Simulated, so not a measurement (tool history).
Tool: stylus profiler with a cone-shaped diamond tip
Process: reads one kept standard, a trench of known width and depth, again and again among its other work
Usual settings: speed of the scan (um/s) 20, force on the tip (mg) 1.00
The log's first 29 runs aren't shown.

run   hour  speed of the scan (um/s)  force on the tip (mg)  scans with this tip  hours of work since the height scale was calibrated  depth of the trench (Å)  width of the trench's floor (um)
     425.2  -- height scale calibrated on a step standard, once more
 30  440.5                        27                   1.95                 4747                                                   10                   1008.0                             18.46
 31  456.4                        43                   0.58                 4816                                                   21                   1003.7                             18.09
 32  467.1                        43                   0.46                 4862                                                   28                   1002.8                             18.03
 33  485.6                        43                   0.46                 4942                                                   40                   1003.7                             18.04
 34  499.1                        13                   0.72                 5001                                                   49                   1004.2                             18.42
 35  510.4                        13                   0.72                 5049                                                   57                   1004.1                             18.44
 36  522.6                        70                   0.40                 5102                                                   65                   1002.9                             17.57
 37  541.7                        20                   0.40                 5185                                                   77                   1002.8                             18.27
 38  550.8                        20                   0.40                 5224                                                   83                   1002.9                             18.28
 39  560.3                        20                   0.40                 5265                                                   90                   1003.2                             18.31
 40  570.8                        12                   1.71                 5310                                                   97                   1007.6                             18.51
 41  588.7                        60                   0.71                 5388                                                  109                   1005.1                             17.93

4 ways to go on from here, each from the tool as it stands after run 41. What would each give?
  A  604.1                        55                   1.00                 5454                                                  119                        ?                                 ?
  B  604.1                        11                   0.49                 5454                                                  119                        ?                                 ?
  C  604.1                        42                   1.00                 5454                                                  119                        ?                                 ?
  D  604.1                        11                   1.44                 5454                                                  119                        ?                                 ?

run  depth of the trench (Å)  width of the trench's floor (um)
  A                   1005.8                             18.11
  B                   1003.3                             18.40
  C                   1005.4                             18.15
  D                   1007.1                             18.52
Without the tool's hidden state the same runs would have given:
run  depth of the trench (Å)  width of the trench's floor (um)
  A                   1005.3                             18.28
  B                   1002.8                             18.57
  C                   1004.9                             18.32
  D                   1006.6                             18.70
